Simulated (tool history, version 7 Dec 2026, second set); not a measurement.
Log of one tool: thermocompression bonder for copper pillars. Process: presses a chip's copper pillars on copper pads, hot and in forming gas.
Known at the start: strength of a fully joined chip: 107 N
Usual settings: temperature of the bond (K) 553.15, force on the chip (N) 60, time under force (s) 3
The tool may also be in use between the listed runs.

| run | day | temperature of the bond (K) | force on the chip (N) | time under force (s) | force that shears a chip off (N) |
|---|---|---|---|---|---|
| 1 | 0.000 | 553.15 | 60 | 3 | 70.9 |
| 2 | 0.900 | 553.15 | 88 | 3 | 86.8 |
| 3 | 2.579 | 553.15 | 88 | 3 | 88.0 |
| 4 | 4.346 | 553.15 | 88 | 3 | 86.5 |
| 5 | 5.650 | 553.15 | 52 | 3 | 63.8 |
| 6 | 6.596 | 553.15 | 37 | 3 | 52.0 |
| 7 | 7.379 | 553.15 | 37 | 3 | 50.7 |
| 8 | 8.338 | 553.15 | 37 | 3 | 50.3 |
| 9 | 9.225 | 553.15 | 66 | 3 | 76.8 |
| 10 | 9.979 | 553.15 | 66 | 3 | 75.6 |
| 11 | 11.579 | 553.15 | 43 | 5 | 66.6 |
|  | 11.704 | forming gas filter changed |
| 12 | 12.904 | 530.15 | 54 | 3 | 55.0 |
| 13 | 14.129 | 553.15 | 50 | 3 | 63.9 |
| 14 | 15.325 | 553.15 | 42 | 3 | 55.5 |
| 15 | 16.325 | 553.15 | 37 | 3 | 50.3 |
| 16 | 17.775 | 553.15 | 37 | 7 | 67.3 |
| 17 | 18.850 | 553.15 | 54 | 4 | 71.7 |
| 18 | 20.183 | 553.15 | 54 | 4 | 71.7 |
| 19 | 21.142 | 552.15 | 60 | 3 | 71.4 |

Forecast each of these 3 alternatives for the next run:
| A | 22.008 | 552.15 | 60 | 2 | ? |
| B | 22.008 | 541.15 | 60 | 2 | ? |
| C | 22.008 | 554.15 | 60 | 3 | ? |

| run | force that shears a chip off (N) |
|---|---|
| A | 62.5 |
| B | 55.9 |
| C | 70.1 |
Without the tool's hidden state the same runs would have given:
| run | force that shears a chip off (N) |
|---|---|
| A | 62.7 |
| B | 56.2 |
| C | 70.4 |

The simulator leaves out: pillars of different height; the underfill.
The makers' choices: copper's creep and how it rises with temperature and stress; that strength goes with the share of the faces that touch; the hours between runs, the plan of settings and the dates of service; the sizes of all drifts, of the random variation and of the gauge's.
